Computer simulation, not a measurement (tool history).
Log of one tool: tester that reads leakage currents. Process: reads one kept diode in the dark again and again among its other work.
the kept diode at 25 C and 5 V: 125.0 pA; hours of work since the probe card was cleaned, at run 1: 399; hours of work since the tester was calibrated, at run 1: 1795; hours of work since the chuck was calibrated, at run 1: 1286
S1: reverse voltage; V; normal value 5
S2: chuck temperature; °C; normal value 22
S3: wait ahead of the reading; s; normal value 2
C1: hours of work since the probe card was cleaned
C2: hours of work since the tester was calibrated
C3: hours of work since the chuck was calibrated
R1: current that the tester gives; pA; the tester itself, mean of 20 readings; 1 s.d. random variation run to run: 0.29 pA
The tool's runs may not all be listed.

run	hour	S1	S2	S3	C1	C2	C3	R1
1	0	5	22	2	399	1795	1286	89.74
2	105.2	5	22	2	474	1869	1361	90.56
3	239.4	5	22	2	569	1964	1456	90.63
4	349.1	5	22	2	646	2042	1533	89.33
5	514.3	5	22	2	763	2159	1650	89.14
# hour 537.9: tester calibrated
6	612.4	5	22	2	831	53	1718	90.83
7	689.2	5	22	2	885	107	1773	91.18
8	781.2	5	30	2	950	172	1838	179.46
9	864.8	5	30	2	1010	231	1897	179.5
10	995.7	5	30	2	1102	324	1989	179.67
11	1079.6	5	30	2	1162	383	2049	179.03
12	1264.7	5	30	2	1293	514	2180	178.64
13	1387	5	30	2	1379	601	2266	177.5
14	1474.8	5	22	0.46	1441	663	2328	91.33
15	1650.4	5	22	4.97	1565	787	2453	88.3
# hour 1679.9: chuck's temperature calibrated
16	1791.1	5	22	4.97	1664	885	79	97.69
17	1947.1	5	26	4.97	1774	996	189	136.95
18	2064.5	5	26	4.97	1857	1079	272	137.19
19	2152.9	11.7	22	2	1920	1141	335	149.98
# hour 2166.6: probe card cleaned and baked
20	2265.6	5	22	1.93	70	1219	412	97.44
21	2348.5	5	22	1.93	129	1277	471	97.25
22	2438.5	3.41	22	5.26	192	1341	535	79.47
23	2550.1	3.63	21	0.93	271	1420	614	75.92
24	2737	1	39	8.66	404	1552	746	174.53
# hour 2814.9: probe card cleaned and baked, once more
25	2871.3	2.05	42	0.51	40	1645	839	314.06
26	2990.6	5	26	2.09	124	1730	923	131.29
27	3106.2	5	56	2.49	206	1811	1005	1381
28	3253.2	7.7	56	2.49	310	1915	1109	1713.25
29	3412.6	7.7	56	2.49	423	2028	1222	1691.41
30	3547.6	5.36	22	2	518	2124	1317	94.45
# hour 3625.5: tester calibrated
31	3626.1	5	22	4.28	572	0	1371	93.06
32	3782.6	5	22	1.13	683	111	1482	93.92
33	3868.5	6.39	26	1.58	744	172	1543	148.01
34	4043.8	1.29	20	0.91	868	296	1667	39.3
35	4174.9	3.5	25	0.87	961	389	1759	99.91
36	4279.5	4.4	25	0.87	1035	463	1833	111.73
37	4369.1	4.4	25	0.87	1098	526	1897	111.71
38	4489.1	4.4	25	0.87	1183	611	1982	112.13
39	4628.7	1.78	54	8.71	1282	710	2081	703.59
40	4756	5	22	4.06	1372	800	2171	90.55

3 options for the next run, each taken on its own from the tool as it stands now. Forecast them:
A	4870.1	10.47	22	6.8	1453	880	2251	?
B	4870.1	10.85	34	2.2	1453	880	2251	?
C	4870.1	5.94	22	3.86	1453	880	2251	?

run	R1
A	131.5
B	368.86
C	98.07
Had the tool no hidden state, the same runs would have come out as:
run	R1
A	139.03
B	395.08
C	104.44
